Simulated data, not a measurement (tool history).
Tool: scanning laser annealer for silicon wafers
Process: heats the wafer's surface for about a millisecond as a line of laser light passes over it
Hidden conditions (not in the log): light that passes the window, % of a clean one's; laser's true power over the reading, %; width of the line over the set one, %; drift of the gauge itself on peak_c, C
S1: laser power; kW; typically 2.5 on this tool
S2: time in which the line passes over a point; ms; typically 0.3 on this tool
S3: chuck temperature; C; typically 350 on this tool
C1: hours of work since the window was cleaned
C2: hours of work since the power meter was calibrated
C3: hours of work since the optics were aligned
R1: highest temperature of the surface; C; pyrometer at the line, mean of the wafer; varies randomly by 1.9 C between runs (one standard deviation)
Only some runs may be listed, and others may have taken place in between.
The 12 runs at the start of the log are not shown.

run,hour,S1,S2,S3,C1,C2,C3,R1
13,156.9,2.5,0.3,315,277,261,725,1136
14,172.7,2.5,0.3,350,286,271,734,1169
15,190.8,2.5,0.3,350,298,282,745,1170
16,198.2,2.5,0.3,350,302,287,750,1171
17,209.4,2.5,0.251,350,309,294,757,1092
18,227.4,2.5,0.3,350,320,305,768,1171
19,237.6,2.5,0.3,350,327,311,774,1168
20,251.7,2.5,0.3,350,335,320,783,1168
21,269.8,2.422,0.3,381,346,331,794,1179
22,281.7,2.422,0.3,381,354,338,802,1178
23,292.9,2.203,0.228,332,361,345,809,953
24,309.4,2.203,0.228,332,371,356,819,955
25,320.9,2.203,0.228,332,378,363,826,956
26,332.2,2.266,0.214,366,385,370,833,981
27,348.5,2.266,0.214,366,395,380,843,978
28,356.8,2.266,0.214,366,400,385,848,981
29,364.8,2.555,0.251,324,405,390,853,1080
30,378.3,2.555,0.251,324,414,398,862,1075

Estimate the outcome of run 31 from the log above:
31,390.3,2.342,0.342,314,421,406,869,?

{"run 31": {"R1": 1144}}
The same run, on a tool lacking any hidden state, would have yielded R1 1146 C.
